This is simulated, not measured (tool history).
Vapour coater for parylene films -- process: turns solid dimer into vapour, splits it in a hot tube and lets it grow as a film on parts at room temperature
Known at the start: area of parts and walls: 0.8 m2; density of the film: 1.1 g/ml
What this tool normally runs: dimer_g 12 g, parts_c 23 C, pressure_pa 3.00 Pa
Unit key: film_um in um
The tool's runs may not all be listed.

run,day,dimer_g,parts_c,pressure_pa,film_um
1,0.000,12,23,3.00,7.22
2,1.058,12,23,3.00,7.23
3,3.042,12,23,3.58,7.07
4,4.942,12,23,3.58,6.96
5,7.179,12,23,3.00,7.02
6,8.533,12,23,3.00,6.95
7,10.796,12,23,3.00,6.79
8,12.146,12,26,3.00,6.22
9,13.204,12,23,3.00,6.78
10,14.475,12,18,3.00,7.65
11,16.150,12,23,3.38,6.50
12,18.512,12,23,2.90,6.61
13,20.288,12,23,2.90,6.48
14,21.588,12,23,2.90,6.38
15,23.796,11,19,11.10,5.83
# day 25.354: trap's valve overhauled
16,25.575,11,19,11.10,6.92

Run 17 has not been measured yet. What should we expect?
17,26.658,5,27,8.82,?

film_um: 2.53 um
Minus the tool's unlogged condition, the same run would have read film_um 2.58 um.
